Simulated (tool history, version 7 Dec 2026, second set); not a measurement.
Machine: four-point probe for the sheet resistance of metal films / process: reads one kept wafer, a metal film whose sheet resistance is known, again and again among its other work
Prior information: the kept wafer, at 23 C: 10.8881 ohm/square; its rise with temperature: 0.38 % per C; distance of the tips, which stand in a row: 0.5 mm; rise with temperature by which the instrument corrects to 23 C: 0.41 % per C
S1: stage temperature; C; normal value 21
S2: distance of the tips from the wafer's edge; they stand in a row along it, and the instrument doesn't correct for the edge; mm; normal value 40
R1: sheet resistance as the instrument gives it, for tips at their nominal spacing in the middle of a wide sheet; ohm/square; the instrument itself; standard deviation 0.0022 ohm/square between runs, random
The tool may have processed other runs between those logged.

{"run": 1, "hour": 0.0, "S1": 21, "S2": 40, "R1": 10.895538}
{"run": 2, "hour": 80.3, "S1": 21, "S2": 40, "R1": 10.893081}
{"run": 3, "hour": 128.1, "S1": 25, "S2": 40, "R1": 10.882966}
{"run": 4, "hour": 210.0, "S1": 25, "S2": 40, "R1": 10.880342}
{"run": 5, "hour": 248.7, "S1": 25, "S2": 40, "R1": 10.880928}
{"run": 6, "hour": 292.2, "S1": 21, "S2": 40, "R1": 10.894935}
{"run": 7, "hour": 337.8, "S1": 21, "S2": 40, "R1": 10.894662}
{"run": 8, "hour": 386.9, "S1": 21, "S2": 40, "R1": 10.895342}
{"run": 9, "hour": 455.0, "S1": 21, "S2": 40, "R1": 10.89878}
{"run": 10, "hour": 523.5, "S1": 21, "S2": 40, "R1": 10.894304}
{"hour": 565.8, "done": "stage's thermometer calibrated"}
{"run": 11, "hour": 588.1, "S1": 19, "S2": 40, "R1": 10.903801}
{"run": 12, "hour": 625.4, "S1": 19, "S2": 40, "R1": 10.904606}
{"run": 13, "hour": 689.7, "S1": 19, "S2": 40, "R1": 10.90435}
{"run": 14, "hour": 771.7, "S1": 19, "S2": 40, "R1": 10.901704}

Run 15 is up next; what results do you expect?
{"run": 15, "hour": 850.1, "S1": 21, "S2": 40, "R1": "?"}

{"run 15": {"R1": 10.894141}}
Minus the tool's unlogged condition, the same run would have read R1 10.894710 ohm/square.
